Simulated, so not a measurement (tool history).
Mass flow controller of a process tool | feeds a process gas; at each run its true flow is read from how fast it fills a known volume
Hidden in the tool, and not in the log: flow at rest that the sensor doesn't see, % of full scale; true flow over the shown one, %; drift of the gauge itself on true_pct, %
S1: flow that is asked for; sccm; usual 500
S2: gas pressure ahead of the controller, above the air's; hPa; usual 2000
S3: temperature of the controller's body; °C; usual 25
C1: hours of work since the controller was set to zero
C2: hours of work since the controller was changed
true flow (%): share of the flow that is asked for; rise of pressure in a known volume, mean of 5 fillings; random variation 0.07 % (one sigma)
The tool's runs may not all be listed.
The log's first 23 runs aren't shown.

run 24 hour=1261.7 | S1=500 S2=2000 S3=30 | C1=3739 C2=3739 | true_flow_(%)=98.46
run 25 hour=1341.7 | S1=880 S2=1640 S3=30 | C1=3779 C2=3779 | true_flow_(%)=99.4
run 26 hour=1382.8 | S1=462 S2=1610 S3=35 | C1=3799 C2=3799 | true_flow_(%)=98.05
run 27 hour=1459.5 | S1=743 S2=1580 S3=27 | C1=3837 C2=3837 | true_flow_(%)=99.33
run 28 hour=1499.8 | S1=383 S2=2160 S3=35 | C1=3857 C2=3857 | true_flow_(%)=97.54
run 29 hour=1532 | S1=675 S2=2160 S3=29 | C1=3873 C2=3873 | true_flow_(%)=98.9
run 30 hour=1611.5 | S1=440 S2=2000 S3=39 | C1=3913 C2=3913 | true_flow_(%)=97.14
run 31 hour=1644.6 | S1=344 S2=1660 S3=40 | C1=3929 C2=3929 | true_flow_(%)=97.08
run 32 hour=1709.7 | S1=500 S2=2560 S3=25 | C1=3962 C2=3962 | true_flow_(%)=98.61
run 33 hour=1749.6 | S1=500 S2=1950 S3=36 | C1=3981 C2=3981 | true_flow_(%)=97.53
run 34 hour=1808.5 | S1=500 S2=1950 S3=36 | C1=4011 C2=4011 | true_flow_(%)=97.78
run 35 hour=1884.9 | S1=500 S2=1790 S3=25 | C1=4049 C2=4049 | true_flow_(%)=98.95
run 36 hour=1934.9 | S1=500 S2=1790 S3=25 | C1=4073 C2=4073 | true_flow_(%)=99.18
run 37 hour=2002.4 | S1=273 S2=1510 S3=32 | C1=4107 C2=4107 | true_flow_(%)=97.86
run 38 hour=2072 | S1=836 S2=1640 S3=25 | C1=4142 C2=4142 | true_flow_(%)=99.84
run 39 hour=2148.4 | S1=836 S2=1640 S3=28 | C1=4180 C2=4180 | true_flow_(%)=99.49
run 40 hour=2225.7 | S1=134 S2=2140 S3=28 | C1=4218 C2=4218 | true_flow_(%)=97.75

4 ways to go on from here, each from the tool as it stands after run 40. What would each give?
run A hour=2266.9 | S1=751 S2=2000 S3=25 | C1=4238 C2=4238 | true_flow_(%)=?
run B hour=2266.9 | S1=587 S2=2140 S3=20 | C1=4238 C2=4238 | true_flow_(%)=?
run C hour=2266.9 | S1=487 S2=1990 S3=36 | C1=4238 C2=4238 | true_flow_(%)=?
run D hour=2266.9 | S1=134 S2=2340 S3=28 | C1=4238 C2=4238 | true_flow_(%)=?

run=A true_flow_(%)=99.6
run=B true_flow_(%)=99.58
run=C true_flow_(%)=97.59
run=D true_flow_(%)=97.54
Without the tool's hidden state the same runs would have given:
run=A true_flow_(%)=99.62
run=B true_flow_(%)=99.59
run=C true_flow_(%)=97.61
run=D true_flow_(%)=97.57
